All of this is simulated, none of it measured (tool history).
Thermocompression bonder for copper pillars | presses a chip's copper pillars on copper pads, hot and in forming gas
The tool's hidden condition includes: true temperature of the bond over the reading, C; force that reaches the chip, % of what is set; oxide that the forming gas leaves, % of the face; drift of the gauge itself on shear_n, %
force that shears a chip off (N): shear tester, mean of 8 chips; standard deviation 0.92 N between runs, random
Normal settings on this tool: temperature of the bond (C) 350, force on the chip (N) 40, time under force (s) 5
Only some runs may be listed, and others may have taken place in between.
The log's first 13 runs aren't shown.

run     day  temperature of the bond (C)  force on the chip (N)  time under force (s)  hours of work since the heater was calibrated  hours of work since the force cell was calibrated  hours of work since the gas filter was changed  force that shears a chip off (N)
 14   8.658                          350                     40                     3                                             33                                                416                                              84                              62.9
 15   9.033                          350                     39                     3                                             38                                                421                                              89                              61.0
 16   9.412                          321                     40                     5                                             42                                                426                                              94                              58.6
 17   9.933                          350                     33                     8                                             49                                                432                                             100                              77.9
 18  10.596                          350                     29                     3                                             57                                                440                                             108                              50.8
 19  11.421                          372                     26                     7                                             67                                                450                                             118                              77.4
 20  11.912                          350                     40                    12                                             73                                                456                                             124                              96.4
 21  12.338                          357                     49                     6                                             78                                                462                                             130                              90.9
 22  12.988                          357                     49                     6                                             86                                                470                                             138                              90.2
 23  13.508                          357                     49                     6                                             93                                                476                                             144                              91.0

Expected results for the next run?
 24  14.017                          335                     40                     3                                             99                                                482                                             150                                 ?

Run 24 measured force that shears a chip off (N) 53.2.
With no hidden state in the tool, this same run would have given force that shears a chip off (N) 56.6.
